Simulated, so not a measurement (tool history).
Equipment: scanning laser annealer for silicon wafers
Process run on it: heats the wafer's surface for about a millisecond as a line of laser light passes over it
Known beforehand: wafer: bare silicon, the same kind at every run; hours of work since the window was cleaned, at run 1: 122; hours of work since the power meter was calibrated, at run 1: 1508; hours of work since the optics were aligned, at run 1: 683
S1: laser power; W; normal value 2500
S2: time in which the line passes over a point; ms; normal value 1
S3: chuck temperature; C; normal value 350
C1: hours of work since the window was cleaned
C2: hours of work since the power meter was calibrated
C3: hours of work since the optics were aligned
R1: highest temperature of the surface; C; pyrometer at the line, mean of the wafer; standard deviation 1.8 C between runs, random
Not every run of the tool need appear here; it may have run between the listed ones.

Run 1, hour 0: usual settings; C1 122; C2 1508; C3 683. Result: R1 1072 C.
Run 2, hour 74.2: usual settings but S2 0.99 ms; C1 168; C2 1553; C3 728. Result: R1 1068 C.
Run 3, hour 133: usual settings but S2 0.99 ms; C1 204; C2 1589; C3 764. Result: R1 1070 C.
Run 4, hour 193.5: usual settings but S2 0.99 ms; C1 241; C2 1626; C3 801. Result: R1 1071 C.
Run 5, hour 264.3: usual settings but S2 0.99 ms; C1 284; C2 1670; C3 845. Result: R1 1070 C.
Run 6, hour 332.9: usual settings but S2 0.99 ms; C1 326; C2 1712; C3 887. Result: R1 1070 C.
Run 7, hour 395.5: usual settings but S2 0.99 ms, S3 342 C; C1 364; C2 1750; C3 925. Result: R1 1062 C.
At hour 435.2: optics aligned, line set to its width.
Run 8, hour 436.7: usual settings but S1 2461 W, S2 0.99 ms, S3 342 C; C1 386; C2 1772; C3 1. Result: R1 1053 C.
Run 9, hour 467.5: usual settings but S1 2461 W, S2 0.99 ms, S3 342 C; C1 405; C2 1791; C3 20. Result: R1 1051 C.
Run 10, hour 507.9: usual settings but S1 2461 W, S2 0.99 ms, S3 342 C; C1 430; C2 1816; C3 44. Result: R1 1052 C.
Run 11, hour 557.3: usual settings but S1 2461 W, S2 0.99 ms, S3 342 C; C1 460; C2 1846; C3 75. Result: R1 1050 C.
Run 12, hour 590.2: usual settings but S1 2461 W, S2 0.99 ms, S3 342 C; C1 480; C2 1866; C3 95. Result: R1 1050 C.
At hour 644.5: window over the wafer cleaned.
Run 13, hour 667.9: usual settings but S1 2484 W, S2 0.99 ms, S3 342 C; C1 14; C2 1913; C3 141. Result: R1 1059 C.
Run 14, hour 713.2: usual settings but S1 2484 W, S2 0.99 ms, S3 342 C; C1 42; C2 1940; C3 169. Result: R1 1057 C.
Run 15, hour 777.9: usual settings but S1 2484 W, S2 0.99 ms, S3 342 C; C1 82; C2 1980; C3 209. Result: R1 1058 C.
Run 16, hour 846.3: usual settings; C1 124; C2 2022; C3 250. Result: R1 1074 C.
Run 17, hour 892: usual settings; C1 152; C2 2050; C3 278. Result: R1 1073 C.
Run 18, hour 933.3: usual settings but S3 326 C; C1 177; C2 2075; C3 304. Result: R1 1046 C.
Run 19, hour 982.9: usual settings but S3 326 C; C1 207; C2 2105; C3 334. Result: R1 1051 C.
Run 20, hour 1030.2: usual settings but S2 1.16 ms, S3 326 C; C1 236; C2 2134; C3 363. Result: R1 1106 C.
Run 21, hour 1097.5: usual settings but S2 1.23 ms, S3 379 C; C1 277; C2 2176; C3 404. Result: R1 1183 C.
Run 22, hour 1147.8: usual settings but S1 2687 W, S2 1.05 ms, S3 351 C; C1 308; C2 2206; C3 435. Result: R1 1143 C.
Run 23, hour 1195.7: usual settings but S1 2687 W, S2 1.05 ms, S3 351 C; C1 337; C2 2236; C3 464. Result: R1 1147 C.
Run 24, hour 1256.1: usual settings but S3 357 C; C1 374; C2 2273; C3 501. Result: R1 1077 C.
Run 25, hour 1288.7: usual settings but S3 357 C; C1 394; C2 2293; C3 521. Result: R1 1082 C.
Run 26, hour 1348.9: usual settings but S3 366 C; C1 431; C2 2329; C3 558. Result: R1 1087 C.
Run 27, hour 1405.9: usual settings but S3 366 C; C1 466; C2 2364; C3 593. Result: R1 1085 C.
Run 28, hour 1469.3: usual settings but S3 366 C; C1 505; C2 2403; C3 632. Result: R1 1088 C.
At hour 1487.8: window over the wafer cleaned.
Run 29, hour 1526: usual settings but S1 2411 W, S3 346 C; C1 23; C2 2437; C3 665. Result: R1 1044 C.
Run 30, hour 1560.4: usual settings but S2 1.12 ms, S3 356 C; C1 44; C2 2458; C3 686. Result: R1 1119 C.
Run 31, hour 1606.1: usual settings but S2 1.12 ms, S3 356 C; C1 72; C2 2486; C3 714. Result: R1 1124 C.
Run 32, hour 1663.4: usual settings but S2 0.96 ms, S3 319 C; C1 107; C2 2521; C3 749. Result: R1 1025 C.
Run 33, hour 1728.5: usual settings but S1 2294 W, S2 0.96 ms, S3 389 C; C1 147; C2 2561; C3 789. Result: R1 1042 C.
Run 34, hour 1779.6: usual settings but S2 1.01 ms; C1 179; C2 2592; C3 821. Result: R1 1078 C.
Run 35, hour 1852.8: usual settings but S1 2284 W, S2 1.24 ms, S3 364 C; C1 223; C2 2637; C3 865. Result: R1 1103 C.
Run 36, hour 1884.5: usual settings but S1 2656 W, S2 0.71 ms, S3 364 C; C1 243; C2 2656; C3 885. Result: R1 1007 C.
Run 37, hour 1928.3: usual settings but S1 2331 W, S2 0.81 ms, S3 379 C; C1 270; C2 2683; C3 912. Result: R1 987 C.
At hour 1989: optics aligned, line set to its width.
Run 38, hour 1990.3: usual settings but S1 2257 W, S2 1.07 ms, S3 337 C; C1 305; C2 2718; C3 1. Result: R1 1015 C.
Run 39, hour 2059.1: usual settings but S1 2638 W, S3 362 C; C1 347; C2 2760; C3 43. Result: R1 1124 C.
Run 40, hour 2116.2: usual settings but S1 2510 W, S2 0.81 ms, S3 347 C; C1 382; C2 2795; C3 78. Result: R1 995 C.

How the hidden state differs across the entries between the runs, from the last listed run before each to the first after it:
Runs 7 to 8: optics aligned, line set to its width (hour 435.2)
  light that passes the window, % of a clean one's: 99.95 -> 99.94; width of the line over the set one, %: 0.04 -> 0
Runs 12 to 13: window over the wafer cleaned (hour 644.5)
  light that passes the window, % of a clean one's: 99.93 -> 100; width of the line over the set one, %: 0 -> 0.01
Runs 28 to 29: window over the wafer cleaned (hour 1487.8)
  light that passes the window, % of a clean one's: 99.93 -> 100
Runs 37 to 38: optics aligned, line set to its width (hour 1989)
  width of the line over the set one, %: 0.04 -> 0
